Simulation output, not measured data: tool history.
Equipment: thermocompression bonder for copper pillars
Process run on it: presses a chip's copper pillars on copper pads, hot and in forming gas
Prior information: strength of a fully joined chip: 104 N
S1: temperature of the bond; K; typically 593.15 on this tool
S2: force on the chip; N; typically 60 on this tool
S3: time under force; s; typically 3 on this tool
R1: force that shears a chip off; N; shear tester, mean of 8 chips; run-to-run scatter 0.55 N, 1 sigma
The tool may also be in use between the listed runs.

Run 1, hour 0.0: usual settings. Result: R1 34.7 N.
Run 2, hour 39.0: usual settings. Result: R1 34.8 N.
Run 3, hour 58.6: usual settings. Result: R1 35.3 N.
Run 4, hour 95.7: usual settings but S1 573.15 K. Result: R1 25.6 N.
Run 5, hour 120.8: usual settings but S1 573.15 K, S2 59 N. Result: R1 25.8 N.
Run 6, hour 151.6: usual settings but S2 56 N. Result: R1 33.5 N.
Run 7, hour 174.9: usual settings. Result: R1 35.2 N.
Run 8, hour 209.3: usual settings. Result: R1 34.1 N.
Run 9, hour 234.2: usual settings. Result: R1 33.6 N.
Run 10, hour 267.3: usual settings but S3 5 s. Result: R1 41.4 N.
Run 11, hour 305.6: usual settings but S2 46 N. Result: R1 29.0 N.
Run 12, hour 343.2: usual settings but S2 67 N. Result: R1 35.4 N.
At hour 348.1: forming gas filter changed.
Run 13, hour 367.9: usual settings but S2 67 N. Result: R1 36.5 N.
Run 14, hour 400.4: usual settings but S3 4 s. Result: R1 38.3 N.
Run 15, hour 445.6: usual settings. Result: R1 34.2 N.
Run 16, hour 483.5: usual settings but S1 576.15 K, S2 77 N, S3 7 s. Result: R1 43.2 N.
Run 17, hour 516.4: usual settings but S1 601.15 K, S2 45 N, S3 5 s. Result: R1 39.6 N.
At hour 522.5: heater calibrated with a thermocouple chip.
Run 18, hour 549.9: usual settings but S1 622.15 K. Result: R1 44.8 N.
Run 19, hour 596.5: usual settings but S1 567.15 K. Result: R1 21.6 N.
Run 20, hour 628.8: usual settings but S1 567.15 K. Result: R1 20.0 N.
At hour 650.0: heater calibrated with a thermocouple chip, once more.
Run 21, hour 662.4: usual settings but S1 577.15 K, S2 50 N. Result: R1 28.2 N.
Run 22, hour 695.9: usual settings but S1 577.15 K, S2 50 N. Result: R1 27.6 N.
At hour 699.7: forming gas filter changed.
Run 23, hour 739.7: usual settings but S1 570.15 K, S3 2 s. Result: R1 24.6 N.
Run 24, hour 779.1: usual settings but S1 570.15 K, S3 2 s. Result: R1 24.2 N.
Run 25, hour 813.5: usual settings but S1 575.15 K, S2 46 N. Result: R1 25.6 N.
Run 26, hour 855.5: usual settings but S1 575.15 K, S2 46 N, S3 2 s. Result: R1 21.9 N.
Run 27, hour 878.6: usual settings but S1 591.15 K, S2 50 N. Result: R1 34.2 N.
Run 28, hour 917.6: usual settings but S1 587.15 K, S2 83 N. Result: R1 42.5 N.
Run 29, hour 954.2: usual settings but S2 44 N. Result: R1 31.9 N.

Below are 5 alternative next runs, each starting from the tool's condition after run 29. Predict each:
Run A, hour 988.9: usual settings but S1 597.15 K. Result: R1 ?.
Run B, hour 988.9: usual settings but S1 610.15 K. Result: R1 ?.
Run C, hour 988.9: usual settings but S1 617.15 K, S3 4 s. Result: R1 ?.
Run D, hour 988.9: usual settings but S1 586.15 K, S2 44 N. Result: R1 ?.
Run E, hour 988.9: usual settings but S2 46 N. Result: R1 ?.

run    R1
  A  40.9
  B  47.0
  C  56.7
  D  28.6
  E  32.0
With no hidden state in the tool, these same runs would have given:
run    R1
  A  41.4
  B  47.6
  C  57.6
  D  28.9
  E  32.4

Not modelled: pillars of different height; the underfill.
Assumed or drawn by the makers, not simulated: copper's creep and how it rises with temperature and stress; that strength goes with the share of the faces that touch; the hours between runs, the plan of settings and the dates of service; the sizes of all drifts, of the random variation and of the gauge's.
